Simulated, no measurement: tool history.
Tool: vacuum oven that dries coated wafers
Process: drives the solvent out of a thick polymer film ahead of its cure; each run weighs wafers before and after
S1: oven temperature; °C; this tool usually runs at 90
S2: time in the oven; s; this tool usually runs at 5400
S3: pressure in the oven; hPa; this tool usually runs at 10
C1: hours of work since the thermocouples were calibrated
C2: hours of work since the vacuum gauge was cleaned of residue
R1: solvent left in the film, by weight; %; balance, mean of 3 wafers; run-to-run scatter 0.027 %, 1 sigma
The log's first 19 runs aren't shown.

run    hour  S1    S2    S3   C1    C2    R1
 20   962.2  90  5400    10  444  1037  3.47
 21   991.7  90  4620    10  456  1050  4.43
 22  1025.1  90  4620    10  471  1064  4.36
 23  1076.1  90  4620    10  492  1086  4.43
 24  1114.4  90  4620   9.9  509  1102  4.33
 25  1151.5  90  7920  33.9  525  1118  2.91
 26  1197.7  90  7920  33.9  544  1138  2.95
 27  1251.7  87  3180  33.9  567  1161  8.74
 28  1314.3  90  3000    10  594  1188  7.26
     1346.4  -- oven's thermocouples calibrated
 29  1370.5  90  3000    10   10  1211  7.22
 30  1416.2  88  4800   7.4   30  1230  4.56
 31  1447.7  88  4800   7.4   43  1244  4.58
 32  1496.4  81  4800   7.4   64  1265  6.81
 33    1526  97  7260    10   77  1277  1.03

Run 34, settings as shown, results not yet in. Your forecast:
 34  1589.3  97  7260  10  104  1304   ?

{"run 34": {"R1": 1.06}}
Without the tool's hidden state the same run would have given R1 1.06 %.
